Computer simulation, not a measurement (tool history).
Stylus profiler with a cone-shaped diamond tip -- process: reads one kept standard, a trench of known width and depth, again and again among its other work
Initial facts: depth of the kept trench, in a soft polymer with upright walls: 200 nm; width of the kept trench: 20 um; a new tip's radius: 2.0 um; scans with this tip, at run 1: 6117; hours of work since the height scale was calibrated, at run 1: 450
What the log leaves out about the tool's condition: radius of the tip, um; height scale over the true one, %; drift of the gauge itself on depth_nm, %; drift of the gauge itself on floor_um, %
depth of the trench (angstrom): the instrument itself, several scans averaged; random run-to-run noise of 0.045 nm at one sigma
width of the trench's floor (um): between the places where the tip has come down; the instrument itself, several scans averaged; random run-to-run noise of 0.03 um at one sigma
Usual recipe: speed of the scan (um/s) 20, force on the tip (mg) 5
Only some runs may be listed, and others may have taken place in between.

run,hour,speed of the scan (um/s),force on the tip (mg),scans with this tip,hours of work since the height scale was calibrated,depth of the trench (angstrom),width of the trench's floor (um)
1,0,20,5,6117,450,2029.2,18.16
2,25.7,20,5,6309,464,2029.7,18.27
3,49.5,20,5,6487,477,2030.2,18.21
4,79.1,20,2.02,6708,493,2016.1,18.16
5,123.8,20,5,7041,518,2030.1,18.19
6,152.5,20,5,7255,533,2030,18.14
7,188.6,20,5,7524,553,2030.4,18.23
8,215.2,23,3.18,7723,568,2021.6,18.19
9,251.2,23,3.18,7992,588,2022.8,18.14
10,304.5,23,3.18,8390,617,2021.3,18.16
# hour 309.6: new tip fitted, height scale calibrated
11,337.7,23,3.18,210,15,2022.1,18.18
12,395.9,6,6.84,645,47,2036.3,18.28

Predict the results of run 13:
13,425.9,6,6.84,868,64,?,?

Logged for run 13: depth of the trench (angstrom) 2036.5, width of the trench's floor (um) 18.22.
The same run, on a tool lacking any hidden state, would have yielded depth of the trench (angstrom) 2036.5, width of the trench's floor (um) 18.22.

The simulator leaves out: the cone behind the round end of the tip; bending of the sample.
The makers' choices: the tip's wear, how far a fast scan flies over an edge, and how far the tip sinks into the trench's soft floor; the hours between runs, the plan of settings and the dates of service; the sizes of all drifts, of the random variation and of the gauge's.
